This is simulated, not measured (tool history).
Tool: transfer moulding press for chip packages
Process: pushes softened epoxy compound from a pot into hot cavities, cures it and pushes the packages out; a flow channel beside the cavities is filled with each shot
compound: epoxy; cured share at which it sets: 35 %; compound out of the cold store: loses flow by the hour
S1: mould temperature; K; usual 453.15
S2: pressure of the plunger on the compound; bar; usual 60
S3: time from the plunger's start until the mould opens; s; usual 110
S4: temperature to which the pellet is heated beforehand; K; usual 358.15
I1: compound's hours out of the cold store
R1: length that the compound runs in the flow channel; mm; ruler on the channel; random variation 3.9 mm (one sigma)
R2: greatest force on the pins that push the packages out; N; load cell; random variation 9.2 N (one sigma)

{"run": 1, "hour": 0.0, "S1": 453.15, "S2": 60, "S3": 110, "S4": 358.15, "I1": 9.6, "R1": 919, "R2": 497}
{"run": 2, "hour": 72.7, "S1": 453.15, "S2": 60, "S3": 110, "S4": 358.15, "I1": 31.9, "R1": 828, "R2": 777}
{"run": 3, "hour": 129.9, "S1": 453.15, "S2": 60, "S3": 110, "S4": 358.15, "I1": 11.4, "R1": 898, "R2": 492}
{"run": 4, "hour": 205.1, "S1": 453.15, "S2": 60, "S3": 110, "S4": 367.15, "I1": 30.6, "R1": 827, "R2": 512}
{"run": 5, "hour": 283.4, "S1": 453.15, "S2": 60, "S3": 110, "S4": 367.15, "I1": 46.5, "R1": 769, "R2": 573}
{"run": 6, "hour": 355.6, "S1": 453.15, "S2": 60, "S3": 110, "S4": 349.15, "I1": 32.3, "R1": 808, "R2": 579}
{"run": 7, "hour": 416.6, "S1": 453.15, "S2": 60, "S3": 110, "S4": 358.15, "I1": 26.9, "R1": 821, "R2": 571}
{"run": 8, "hour": 495.7, "S1": 453.15, "S2": 60, "S3": 110, "S4": 358.15, "I1": 41.9, "R1": 802, "R2": 578}
{"run": 9, "hour": 548.1, "S1": 453.15, "S2": 60, "S3": 110, "S4": 358.15, "I1": 33.1, "R1": 833, "R2": 537}
{"run": 10, "hour": 593.6, "S1": 453.15, "S2": 60, "S3": 110, "S4": 358.15, "I1": 29.1, "R1": 837, "R2": 482}
{"run": 11, "hour": 659.3, "S1": 453.15, "S2": 60, "S3": 110, "S4": 358.15, "I1": 29.4, "R1": 834, "R2": 486}
{"run": 12, "hour": 729.6, "S1": 453.15, "S2": 60, "S3": 110, "S4": 354.15, "I1": 42, "R1": 788, "R2": 487}
{"run": 13, "hour": 805.2, "S1": 453.15, "S2": 60, "S3": 99, "S4": 354.15, "I1": 40.6, "R1": 787, "R2": 587}
{"run": 14, "hour": 890.6, "S1": 461.15, "S2": 60, "S3": 129, "S4": 354.15, "I1": 37.9, "R1": 779, "R2": 544}
{"run": 15, "hour": 955.7, "S1": 461.15, "S2": 60, "S3": 129, "S4": 354.15, "I1": 41.6, "R1": 761, "R2": 556}
{"run": 16, "hour": 1021.5, "S1": 457.15, "S2": 58.3, "S3": 102, "S4": 355.15, "I1": 15.6, "R1": 867, "R2": 586}
{"run": 17, "hour": 1061.0, "S1": 446.15, "S2": 60, "S3": 141, "S4": 360.15, "I1": 25.8, "R1": 873, "R2": 485}
{"run": 18, "hour": 1117.9, "S1": 460.15, "S2": 69.8, "S3": 139, "S4": 360.15, "I1": 15.6, "R1": 937, "R2": 451}
{"run": 19, "hour": 1198.7, "S1": 446.15, "S2": 59, "S3": 110, "S4": 358.15, "I1": 19.8, "R1": 880, "R2": 678}
{"run": 20, "hour": 1236.3, "S1": 449.15, "S2": 60, "S3": 137, "S4": 365.15, "I1": 34.5, "R1": 823, "R2": 394}
{"run": 21, "hour": 1281.3, "S1": 449.15, "S2": 60, "S3": 137, "S4": 365.15, "I1": 38.7, "R1": 796, "R2": 549}
{"run": 22, "hour": 1359.4, "S1": 449.15, "S2": 60, "S3": 137, "S4": 365.15, "I1": 15.8, "R1": 877, "R2": 631}
{"run": 23, "hour": 1419.6, "S1": 453.15, "S2": 60, "S3": 99, "S4": 363.15, "I1": 33.2, "R1": 799, "R2": 661}
{"run": 24, "hour": 1487.8, "S1": 455.15, "S2": 60, "S3": 110, "S4": 358.15, "I1": 19.1, "R1": 871, "R2": 617}
{"run": 25, "hour": 1565.6, "S1": 455.15, "S2": 60, "S3": 134, "S4": 358.15, "I1": 43.2, "R1": 783, "R2": 376}

Taken out of this log: 28 entries between the listed runs. Where each belongs, and how the hidden state differs across it:
Between runs 1 and 2: cavities cleaned with cleaning compound and waxed (hour 46.5)
  true mould temperature over the reading, C: -0.27 -> -0.31; pressure that reaches the compound, % of what is set: 98.77 -> 97.68; grip of the stained cavities, % over clean ones': 17.5 -> 91.6
  measured less the result without the state, R1: -5 -> -8 mm; R2: +77 -> +375 N
Between runs 2 and 3: cavities cleaned with cleaning compound and waxed (hour 113.3)
  true mould temperature over the reading, C: -0.31 -> -0.34; pressure that reaches the compound, % of what is set: 97.68 -> 96.77; grip of the stained cavities, % over clean ones': 91.6 -> 18.7
  measured less the result without the state, R1: -8 -> -14 mm; R2: +375 -> +82 N
Between runs 3 and 4: cavities cleaned with cleaning compound and waxed (hour 180.3)
  true mould temperature over the reading, C: -0.34 -> -0.38; pressure that reaches the compound, % of what is set: 96.77 -> 95.7; grip of the stained cavities, % over clean ones': 18.7 -> 26.2
  measured less the result without the state, R1: -14 -> -17 mm; R2: +82 -> +110 N
Between runs 4 and 5: cavities cleaned with cleaning compound and waxed (hour 249.5)
  true mould temperature over the reading, C: -0.38 -> -0.42; pressure that reaches the compound, % of what is set: 95.7 -> 94.59; grip of the stained cavities, % over clean ones': 26.2 -> 36.5
  measured less the result without the state, R1: -17 -> -21 mm; R2: +110 -> +157 N
Between runs 5 and 6: cavities cleaned with cleaning compound and waxed (hour 316.6)
  true mould temperature over the reading, C: -0.42 -> -0.47; pressure that reaches the compound, % of what is set: 94.59 -> 93.58; grip of the stained cavities, % over clean ones': 36.5 -> 39.1
  measured less the result without the state, R1: -21 -> -26 mm; R2: +157 -> +167 N
Between runs 6 and 7: cavities cleaned with cleaning compound and waxed (hour 380.7)
  true mould temperature over the reading, C: -0.47 -> -0.5; pressure that reaches the compound, % of what is set: 93.58 -> 92.65; grip of the stained cavities, % over clean ones': 39.1 -> 36.7
  measured less the result without the state, R1: -26 -> -30 mm; R2: +167 -> +158 N
Between runs 7 and 8: cavities cleaned with cleaning compound and waxed (hour 450.9); plunger's sealing rings changed (hour 465.3)
  true mould temperature over the reading, C: -0.5 -> -0.55; pressure that reaches the compound, % of what is set: 92.65 -> 99.1; grip of the stained cavities, % over clean ones': 36.7 -> 42
  measured less the result without the state, R1: -30 -> -2 mm; R2: +158 -> +176 N
Between runs 8 and 9: cavities cleaned with cleaning compound and waxed, once more (hour 515.3)
  true mould temperature over the reading, C: -0.55 -> -0.58; pressure that reaches the compound, % of what is set: 99.1 -> 98.32; grip of the stained cavities, % over clean ones': 42 -> 33.1
  measured less the result without the state, R1: -2 -> -6 mm; R2: +176 -> +141 N
Between runs 9 and 10: cavities cleaned with cleaning compound and waxed (hour 581.3)
  true mould temperature over the reading, C: -0.58 -> -0.6; pressure that reaches the compound, % of what is set: 98.32 -> 97.67; grip of the stained cavities, % over clean ones': 33.1 -> 14.6
  measured less the result without the state, R1: -6 -> -9 mm; R2: +141 -> +67 N
Between runs 10 and 11: cavities cleaned with cleaning compound and waxed (hour 646.3)
  true mould temperature over the reading, C: -0.6 -> -0.64; pressure that reaches the compound, % of what is set: 97.67 -> 96.63; grip of the stained cavities, % over clean ones': 14.6 -> 17.3
  measured less the result without the state, R1: -9 -> -13 mm; R2: +67 -> +77 N
Between runs 11 and 12: cavities cleaned with cleaning compound and waxed (hour 709.9)
  true mould temperature over the reading, C: -0.64 -> -0.68; pressure that reaches the compound, % of what is set: 96.63 -> 95.64; grip of the stained cavities, % over clean ones': 17.3 -> 20.1
  measured less the result without the state, R1: -13 -> -16 mm; R2: +77 -> +87 N
Between runs 12 and 13: cavities cleaned with cleaning compound and waxed (hour 776.4)
  true mould temperature over the reading, C: -0.68 -> -0.72; pressure that reaches the compound, % of what is set: 95.64 -> 94.53; grip of the stained cavities, % over clean ones': 20.1 -> 30.1
  measured less the result without the state, R1: -16 -> -21 mm; R2: +87 -> +149 N
Between runs 13 and 14: mould's thermocouples calibrated (hour 840.5); cavities cleaned with cleaning compound and waxed (hour 842)
  true mould temperature over the reading, C: -0.72 -> 0.31; pressure that reaches the compound, % of what is set: 94.53 -> 93.39; grip of the stained cavities, % over clean ones': 30.1 -> 45.1
  measured less the result without the state, R1: -21 -> -28 mm; R2: +149 -> +169 N
Between runs 14 and 15: cavities cleaned with cleaning compound and waxed (hour 905.5)
  true mould temperature over the reading, C: 0.31 -> 0.27; pressure that reaches the compound, % of what is set: 93.39 -> 92.38; grip of the stained cavities, % over clean ones': 45.1 -> 48
  measured less the result without the state, R1: -28 -> -31 mm; R2: +169 -> +179 N
Between runs 15 and 16: plunger's sealing rings changed (hour 966.6); cavities cleaned with cleaning compound and waxed (hour 974.3)
  true mould temperature over the reading, C: 0.27 -> 0.24; pressure that reaches the compound, % of what is set: 92.38 -> 98.21; grip of the stained cavities, % over clean ones': 48 -> 45.8
  measured less the result without the state, R1: -31 -> -8 mm; R2: +179 -> +180 N
Between runs 16 and 17: cavities cleaned with cleaning compound and waxed (hour 1038.9)
  true mould temperature over the reading, C: 0.24 -> 0.21; pressure that reaches the compound, % of what is set: 98.21 -> 97.56; grip of the stained cavities, % over clean ones': 45.8 -> 24.4
  measured less the result without the state, R1: -8 -> -11 mm; R2: +180 -> +94 N
Between runs 17 and 18: cavities cleaned with cleaning compound and waxed (hour 1104.4)
  true mould temperature over the reading, C: 0.21 -> 0.19; pressure that reaches the compound, % of what is set: 97.56 -> 96.76; grip of the stained cavities, % over clean ones': 24.4 -> 16.5
  measured less the result without the state, R1: -11 -> -16 mm; R2: +94 -> +64 N
Between runs 18 and 19: cavities cleaned with cleaning compound and waxed (hour 1171.4)
  true mould temperature over the reading, C: 0.19 -> 0.14; pressure that reaches the compound, % of what is set: 96.76 -> 95.65; grip of the stained cavities, % over clean ones': 16.5 -> 27.3
  measured less the result without the state, R1: -16 -> -20 mm; R2: +64 -> +140 N
Between runs 19 and 20: cavities cleaned with cleaning compound and waxed (hour 1236.3)
  true mould temperature over the reading, C: 0.14 -> 0.12; pressure that reaches the compound, % of what is set: 95.65 -> 95.12; grip of the stained cavities, % over clean ones': 27.3 -> 1.3
  measured less the result without the state, R1: -20 -> -21 mm; R2: +140 -> +5 N
Between runs 21 and 22: cavities cleaned with cleaning compound and waxed (hour 1299.7)
  true mould temperature over the reading, C: 0.1 -> 0.05; pressure that reaches the compound, % of what is set: 94.41 -> 93.16; grip of the stained cavities, % over clean ones': 43.3 -> 54.1
  measured less the result without the state, R1: -23 -> -32 mm; R2: +167 -> +223 N
Between runs 22 and 23: cavities cleaned with cleaning compound and waxed (hour 1367.1)
  true mould temperature over the reading, C: 0.05 -> 0.02; pressure that reaches the compound, % of what is set: 93.16 -> 92.28; grip of the stained cavities, % over clean ones': 54.1 -> 47.8
  measured less the result without the state, R1: -32 -> -32 mm; R2: +223 -> +212 N
Between runs 23 and 24: cavities cleaned with cleaning compound and waxed (hour 1431.7); plunger's sealing rings changed (hour 1468.5)
  true mould temperature over the reading, C: 0.02 -> -0.02; pressure that reaches the compound, % of what is set: 92.28 -> 99.19; grip of the stained cavities, % over clean ones': 47.8 -> 50.2
  measured less the result without the state, R1: -32 -> -4 mm; R2: +212 -> +206 N
Between runs 24 and 25: cavities cleaned with cleaning compound and waxed (hour 1501.9); cavities cleaned with cleaning compound and waxed (hour 1565.6)
  true mould temperature over the reading, C: -0.02 -> -0.06; pressure that reaches the compound, % of what is set: 99.19 -> 98.08; grip of the stained cavities, % over clean ones': 50.2 -> 1.5
  measured less the result without the state, R1: -4 -> -8 mm; R2: +206 -> +6 N
